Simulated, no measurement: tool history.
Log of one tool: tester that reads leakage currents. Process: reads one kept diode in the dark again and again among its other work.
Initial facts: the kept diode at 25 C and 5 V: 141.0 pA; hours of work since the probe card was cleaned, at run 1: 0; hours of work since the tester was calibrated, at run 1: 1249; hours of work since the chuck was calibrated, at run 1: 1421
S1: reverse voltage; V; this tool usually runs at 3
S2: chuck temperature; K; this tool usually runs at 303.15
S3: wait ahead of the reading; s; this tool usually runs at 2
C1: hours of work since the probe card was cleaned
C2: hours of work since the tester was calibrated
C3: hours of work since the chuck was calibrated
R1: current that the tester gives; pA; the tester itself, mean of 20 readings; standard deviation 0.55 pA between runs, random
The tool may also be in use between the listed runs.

| run | hour | S1 | S2 | S3 | C1 | C2 | C3 | R1 |
|---|---|---|---|---|---|---|---|---|
| 1 | 0 | 3 | 303.15 | 2 | 0 | 1249 | 1421 | 202.59 |
| 2 | 195.7 | 3 | 303.15 | 2 | 131 | 1380 | 1551 | 204.23 |
| 3 | 372.9 | 10.66 | 303.15 | 2 | 249 | 1498 | 1669 | 357.49 |
| 4 | 476.6 | 10.66 | 303.15 | 1.41 | 318 | 1567 | 1739 | 360.62 |
| 5 | 706 | 10.66 | 303.15 | 1.41 | 471 | 1720 | 1892 | 365.43 |
|  | 782.4 | chuck's temperature calibrated |
| 6 | 907.6 | 10.66 | 303.15 | 1.41 | 604 | 1853 | 84 | 319.13 |
| 7 | 1107.1 | 10.66 | 303.15 | 1.41 | 737 | 1986 | 217 | 323.07 |
| 8 | 1349.6 | 3 | 303.15 | 2 | 899 | 2148 | 379 | 187.94 |
| 9 | 1510.9 | 3 | 303.15 | 2 | 1007 | 2256 | 486 | 189.8 |
| 10 | 1698.5 | 3 | 303.15 | 2 | 1132 | 2381 | 611 | 193.16 |
| 11 | 1820.4 | 3 | 303.15 | 2 | 1213 | 2462 | 693 | 193.2 |
|  | 1866.3 | probe card cleaned and baked |
| 12 | 2044.5 | 3 | 296.15 | 2 | 119 | 2610 | 840 | 99.77 |
| 13 | 2155.8 | 3 | 296.15 | 2 | 193 | 2684 | 914 | 101.02 |
| 14 | 2279 | 3 | 296.15 | 2 | 275 | 2766 | 997 | 101.57 |
| 15 | 2456.9 | 3 | 303.15 | 2 | 394 | 2885 | 1115 | 197.09 |
| 16 | 2599.8 | 2.73 | 303.15 | 2 | 489 | 2980 | 1211 | 191.77 |
| 17 | 2821.3 | 14.51 | 329.15 | 6.19 | 637 | 3128 | 1358 | 3579.15 |
| 18 | 3032.2 | 2.14 | 314.15 | 2 | 778 | 3269 | 1499 | 468.22 |
| 19 | 3267.6 | 10.99 | 303.15 | 1.95 | 935 | 3426 | 1656 | 369.29 |
| 20 | 3381.9 | 10.99 | 329.15 | 1.95 | 1011 | 3502 | 1733 | 3249.78 |
| 21 | 3492 | 10.99 | 329.15 | 1.95 | 1085 | 3576 | 1806 | 3272.81 |
|  | 3689.1 | chuck's temperature calibrated |
|  | 3727.7 | probe card cleaned and baked |
| 22 | 3732.7 | 10.25 | 330.15 | 1.45 | 3 | 3733 | 27 | 2990.73 |
| 23 | 3851.9 | 10.25 | 330.15 | 1.45 | 83 | 3812 | 107 | 3003.29 |
| 24 | 4041.3 | 1.7 | 303.15 | 1.1 | 209 | 3939 | 233 | 142.28 |
|  | 4193.6 | tester calibrated |
| 25 | 4295 | 3 | 303.15 | 9.65 | 377 | 68 | 401 | 189 |
| 26 | 4494.6 | 3 | 306.15 | 2 | 510 | 201 | 534 | 252.43 |
| 27 | 4710.2 | 16.39 | 306.15 | 1.22 | 654 | 345 | 678 | 536.1 |
| 28 | 4844.5 | 19.31 | 303.15 | 2 | 744 | 434 | 768 | 441.34 |
| 29 | 4974.7 | 19.31 | 303.15 | 2 | 831 | 521 | 854 | 444.48 |
| 30 | 5195.3 | 3 | 296.15 | 2 | 978 | 668 | 1002 | 104.24 |
| 31 | 5299.4 | 12.42 | 302.15 | 2.84 | 1047 | 738 | 1071 | 341.9 |
| 32 | 5455.1 | 1.12 | 304.15 | 0.42 | 1151 | 842 | 1175 | 145.06 |

Branching from run 32: 3 alternative next runs. What would each branch give?
|  | 5601.7 | probe card cleaned and baked |
| A | 5601.7 | 3.51 | 297.15 | 9.2 | 0 | 938 | 1271 | ? |
|  | 5601.7 | probe card cleaned and baked |
| B | 5601.7 | 2.66 | 303.15 | 1.95 | 0 | 938 | 1271 | ? |
|  | 5601.7 | probe card cleaned and baked |
| C | 5601.7 | 2.75 | 316.15 | 6.35 | 0 | 938 | 1271 | ? |

| run | R1 |
|---|---|
| A | 122.38 |
| B | 190.98 |
| C | 610.57 |
Without the tool's unlogged condition, the same runs would have read:
| run | R1 |
|---|---|
| A | 110.29 |
| B | 172.89 |
| C | 557.26 |
